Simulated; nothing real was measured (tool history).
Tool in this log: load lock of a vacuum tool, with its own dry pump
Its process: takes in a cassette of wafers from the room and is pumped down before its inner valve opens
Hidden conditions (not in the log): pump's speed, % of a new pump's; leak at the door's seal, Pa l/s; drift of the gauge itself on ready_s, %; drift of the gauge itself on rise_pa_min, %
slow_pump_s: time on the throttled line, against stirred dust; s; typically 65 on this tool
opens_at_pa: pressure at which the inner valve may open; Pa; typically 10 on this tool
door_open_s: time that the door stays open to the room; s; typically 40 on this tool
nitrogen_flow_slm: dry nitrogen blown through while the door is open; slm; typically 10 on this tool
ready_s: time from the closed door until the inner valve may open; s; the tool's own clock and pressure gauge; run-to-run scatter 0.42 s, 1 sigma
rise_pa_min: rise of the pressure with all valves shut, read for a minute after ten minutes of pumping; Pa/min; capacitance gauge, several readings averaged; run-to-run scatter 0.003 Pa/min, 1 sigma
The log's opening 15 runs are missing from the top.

| run | hour | slow_pump_s | opens_at_pa | door_open_s | nitrogen_flow_slm | hours that the pump has run since its overhaul | times that the door has closed on its seal | incoming humidity of the room's air, % | ready_s | rise_pa_min |
|---|---|---|---|---|---|---|---|---|---|---|
| 16 | 1971.2 | 65 | 10 | 40 | 10 | 20664 | 9771 | 43.9 | 104.1 | 0.075 |
| 17 | 2069.2 | 65 | 10 | 40 | 10 | 20762 | 9945 | 42.2 | 104.4 | 0.069 |
| 18 | 2156.6 | 65 | 10 | 40 | 10 | 20850 | 10101 | 49.2 | 104.6 | 0.074 |
| 19 | 2263.8 | 65 | 10 | 29 | 36 | 20957 | 10292 | 44.1 | 104.2 | 0.045 |
| 20 | 2452.8 | 43 | 8 | 40 | 10 | 21146 | 10628 | 49.3 | 86.0 | 0.078 |
| 21 | 2604.7 | 69 | 11 | 76 | 26 | 21298 | 10898 | 46.6 | 107.4 | 0.074 |
| 22 | 2776.1 | 69 | 11 | 76 | 26 | 21469 | 11203 | 42.0 | 108.5 | 0.066 |
| 23 | 2971.5 | 118 | 12 | 103 | 29 | 21664 | 11551 | 40.8 | 150.6 | 0.064 |
| 24 | 3058.9 | 65 | 8 | 40 | 8 | 21752 | 11706 | 45.3 | 105.9 | 0.080 |
| 25 | 3254.0 | 46 | 19 | 72 | 15 | 21947 | 12053 | 43.8 | 84.8 | 0.074 |
| 26 | 3379.4 | 46 | 19 | 72 | 15 | 22072 | 12276 | 45.0 | 83.8 | 0.084 |
| 27 | 3483.6 | 39 | 11 | 223 | 16 | 22177 | 12462 | 49.8 | 81.4 | 0.107 |
| 28 | 3604.0 | 101 | 10 | 40 | 10 | 22297 | 12676 | 42.4 | 137.0 | 0.070 |

Estimate the outcome of run 29 from the log above:
| 29 | 3762.3 | 65 | 10 | 40 | 10 | 22455 | 12958 | 45.2 | ? | ? |

Run 29 came out at ready_s 105.7 s, rise_pa_min 0.082 Pa/min.
Were there no unlogged condition in the tool, this run, its random variation unchanged, would have produced ready_s 100.2 s, rise_pa_min 0.054 Pa/min.
